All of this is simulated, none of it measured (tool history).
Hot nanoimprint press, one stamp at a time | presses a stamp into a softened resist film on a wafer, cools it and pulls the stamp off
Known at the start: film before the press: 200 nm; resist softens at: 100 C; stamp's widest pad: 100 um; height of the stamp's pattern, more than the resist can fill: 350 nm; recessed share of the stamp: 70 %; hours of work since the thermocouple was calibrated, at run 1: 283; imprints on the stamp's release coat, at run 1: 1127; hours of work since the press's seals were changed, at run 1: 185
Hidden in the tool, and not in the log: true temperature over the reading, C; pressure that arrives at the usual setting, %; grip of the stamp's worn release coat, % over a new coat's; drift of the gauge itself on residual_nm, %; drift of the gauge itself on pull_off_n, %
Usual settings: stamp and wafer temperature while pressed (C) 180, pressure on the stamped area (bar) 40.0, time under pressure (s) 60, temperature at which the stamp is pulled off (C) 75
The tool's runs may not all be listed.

run   hour  stamp and wafer temperature while pressed (C)  pressure on the stamped area (bar)  time under pressure (s)  temperature at which the stamp is pulled off (C)  hours of work since the thermocouple was calibrated  imprints on the stamp's release coat  hours of work since the press's seals were changed  resist left under the stamp's widest pad (angstrom)  greatest force while the stamp is pulled off (N)
  1    0.0                                            180                                40.0                       60                                                75                                                  283                                  1127                                                 185                                                  979                                               192
  2   10.3                                            180                                40.0                       60                                                75                                                  290                                  1176                                                 192                                                  986                                               191
  3   16.5                                            180                                40.0                       60                                                75                                                  294                                  1207                                                 196                                                  973                                               194
      25.1  -- stamp cleaned and given a new release coat
  4   28.8                                            180                                40.6                       60                                                75                                                  299                                    18                                                 201                                                  969                                               193
  5   33.2                                            180                                40.6                       60                                                75                                                  302                                    39                                                 204                                                  972                                               192
  6   39.4                                            180                                40.0                       60                                                75                                                  306                                    69                                                 208                                                  993                                               196
  7   45.1                                            180                                40.0                       60                                                75                                                  310                                    97                                                 212                                                  996                                               193
  8   53.4                                            180                                40.0                       93                                                75                                                  316                                   137                                                 218                                                  849                                               184
      59.8  -- plate thermocouple calibrated
  9   64.2                                            180                                40.0                       60                                                75                                                    3                                   175                                                 223                                                  986                                               190
 10   68.4                                            170                                40.0                       60                                                75                                                    6                                   195                                                 226                                                 1433                                               185
 11   75.5                                            175                                40.0                       60                                                75                                                   11                                   230                                                 231                                                 1197                                               188
 12   83.2                                            180                                40.0                       60                                                75                                                   16                                   267                                                 237                                                  983                                               199
 13   89.9                                            180                                40.0                       60                                                75                                                   21                                   299                                                 241                                                  986                                               195
 14   94.7                                            180                                40.0                       60                                                75                                                   24                                   323                                                 245                                                  980                                               192
 15  101.0                                            180                                40.0                       60                                                75                                                   29                                   353                                                 249                                                  976                                               187
 16  106.6                                            180                                40.0                       60                                                75                                                   33                                   380                                                 253                                                  990                                               196
 17  115.9                                            177                                31.9                       78                                                69                                                   39                                   425                                                 260                                                 1146                                               222
 18  120.7                                            178                                47.5                       35                                                77                                                   43                                   448                                                 263                                                 1151                                               181
 19  129.7                                            189                                40.0                       58                                                64                                                   49                                   492                                                 269                                                  702                                               249
 20  135.0                                            172                                59.7                       36                                                78                                                   53                                   517                                                 273                                                 1292                                               177
 21  141.8                                            172                                59.7                       36                                                78                                                   57                                   551                                                 278                                                 1298                                               174
 22  148.8                                            184                                40.0                       60                                                75                                                   62                                   584                                                 283                                                  849                                               198
 23  153.5                                            178                                40.0                       60                                                75                                                   66                                   607                                                 286                                                 1073                                               194

Run 24 comes next. What will it give?
 24  159.2                                            174                                40.0                      119                                                75                                                   70                                   635                                                 290                                                    ?                                                 ?

Run 24 gave resist left under the stamp's widest pad (angstrom) 1009, greatest force while the stamp is pulled off (N) 191.
Without the tool's hidden state the same run would have given resist left under the stamp's widest pad (angstrom) 1008, greatest force while the stamp is pulled off (N) 190.

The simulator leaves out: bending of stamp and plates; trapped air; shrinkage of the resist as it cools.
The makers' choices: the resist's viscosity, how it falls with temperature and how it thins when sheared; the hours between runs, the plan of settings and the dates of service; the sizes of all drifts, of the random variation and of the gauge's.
